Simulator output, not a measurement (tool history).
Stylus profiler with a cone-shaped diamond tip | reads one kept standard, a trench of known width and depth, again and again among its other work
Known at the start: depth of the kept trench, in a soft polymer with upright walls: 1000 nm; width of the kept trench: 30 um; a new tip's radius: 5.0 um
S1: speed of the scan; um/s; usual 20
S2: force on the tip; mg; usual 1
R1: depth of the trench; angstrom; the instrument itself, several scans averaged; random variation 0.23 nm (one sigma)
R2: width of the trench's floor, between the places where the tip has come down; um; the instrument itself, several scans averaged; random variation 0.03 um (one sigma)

run 1 hour=0 | S1=20 S2=1 | R1=10073 R2=22.21
run 2 hour=34.9 | S1=20 S2=1 | R1=10080.7 R2=22.07
run 3 hour=65.8 | S1=20 S2=1 | R1=10070.8 R2=22.02
run 4 hour=101.8 | S1=20 S2=1 | R1=10071.3 R2=21.92
run 5 hour=142.9 | S1=20 S2=1 | R1=10072.3 R2=21.81
run 6 hour=178.7 | S1=20 S2=1 | R1=10072.9 R2=21.75
run 7 hour=206.9 | S1=20 S2=1.8 | R1=10109.6 R2=21.68
run 8 hour=249.9 | S1=20 S2=1.8 | R1=10113.3 R2=21.57
run 9 hour=275.6 | S1=20 S2=1.8 | R1=10113.2 R2=21.59
run 10 hour=310.8 | S1=20 S2=1.8 | R1=10114.3 R2=21.54
run 11 hour=340.3 | S1=20 S2=1 | R1=10066 R2=21.47
run 12 hour=358.7 | S1=9 S2=1 | R1=10071.7 R2=21.45
run 13 hour=376.9 | S1=9 S2=1 | R1=10066.5 R2=21.33
run 14 hour=420.1 | S1=20 S2=0.87 | R1=10066.5 R2=21.25
run 15 hour=462.5 | S1=13 S2=0.87 | R1=10053.6 R2=21.2
run 16 hour=507.7 | S1=13 S2=0.87 | R1=10060.6 R2=21.08
run 17 hour=542.3 | S1=13 S2=0.87 | R1=10057.9 R2=21.08
run 18 hour=574.8 | S1=44 S2=1.04 | R1=10066.7 R2=20.8
run 19 hour=603.6 | S1=14 S2=2.11 | R1=10120.2 R2=20.95
run 20 hour=636.9 | S1=18 S2=1.02 | R1=10062.7 R2=20.82
run 21 hour=668.6 | S1=32 S2=0.67 | R1=10041.6 R2=20.65
run 22 hour=705.9 | S1=13 S2=2.02 | R1=10112.6 R2=20.76
run 23 hour=727.3 | S1=13 S2=0.77 | R1=10047.4 R2=20.67
run 24 hour=760.2 | S1=46 S2=1.68 | R1=10097.1 R2=20.52
run 25 hour=793.1 | S1=68 S2=0.36 | R1=10016.5 R2=20.01
run 26 hour=825 | S1=47 S2=0.8 | R1=10043.4 R2=20.3
run 27 hour=858.9 | S1=20 S2=0.42 | R1=10019 R2=20.35
run 28 hour=887.9 | S1=5 S2=1.31 | R1=10079.9 R2=20.45
run 29 hour=906.7 | S1=14 S2=1.61 | R1=10090.9 R2=20.38
run 30 hour=944.9 | S1=6 S2=0.42 | R1=10017.5 R2=20.31
run 31 hour=982.8 | S1=41 S2=0.87 | R1=10049.3 R2=20.08
run 32 hour=1002.6 | S1=41 S2=0.64 | R1=10034.6 R2=19.99
run 33 hour=1025.7 | S1=11 S2=1.46 | R1=10085.2 R2=20.21

Some steps in R1 between neighbouring runs. How much of each would the tool show without its hidden state too (settings, what came in, random variation), and how much is left for the hidden state, with any gauge scatter that isn't in both results?
The hidden state here: radius of the tip, um; height scale over the true one, %; drift of the gauge itself on depth_nm, %; drift of the gauge itself on floor_um, %.
Run 4 -> 5: no setting changed, nothing entered. R1 +1 angstrom: hidden state -0.8, all else +1.8.
Run 7 -> 8: no setting changed, nothing entered. R1 +3.7 angstrom: hidden state -0.8, all else +4.5.
Run 15 -> 16: no setting changed, nothing entered. R1 +7 angstrom: hidden state -1, all else +8.
Run 21 -> 22: S1 32 -> 13, S2 0.67 -> 2.02. R1 +71 angstrom: hidden state -0.8, all else +71.8.
Run 24 -> 25: S1 46 -> 68, S2 1.68 -> 0.36. R1 -80.6 angstrom: hidden state -0.4, all else -80.2.
Run 29 -> 30: S1 14 -> 6, S2 1.61 -> 0.42. R1 -73.4 angstrom: hidden state -0.5, all else -72.9.
